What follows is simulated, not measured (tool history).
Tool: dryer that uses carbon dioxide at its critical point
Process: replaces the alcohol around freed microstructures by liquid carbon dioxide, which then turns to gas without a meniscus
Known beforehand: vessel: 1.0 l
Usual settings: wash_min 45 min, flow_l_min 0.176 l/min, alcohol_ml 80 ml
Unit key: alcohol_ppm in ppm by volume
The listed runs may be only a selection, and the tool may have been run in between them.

run     day  wash_min  flow_l_min  alcohol_ml  alcohol_ppm
  1   0.000        45       0.176          80          262
      0.504  -- purifier's bed changed
  2   1.338        45       0.176          80          144
  3   2.667        45       0.176          80          138
  4   3.492        36       0.176          80          500
  5   4.662        45       0.251          80           29
      5.446  -- inlet filter changed
  6   6.150        45       0.176          80          102
  7   7.104        45       0.176          53           72
  8   7.904        31       0.143          80         1623
  9   8.838        43       0.170          62          127
 10  10.212        55       0.205          28           40
 11  11.283        29       0.272          31           75
 12  12.429        69       0.176          36           49
 13  13.379        53       0.182          55           70

Here are 3 independent what-if runs from the current tool condition. What would each one return?
  A  14.579        35       0.176          80            ?
  B  14.579        45       0.212          80            ?
  C  14.579        45       0.110          36            ?

run  alcohol_ppm
  A          419
  B           69
  C          574
Take away the tool's hidden state, keep each run's random variation, and the runs would have read:
run  alcohol_ppm
  A          291
  B           14
  C          438
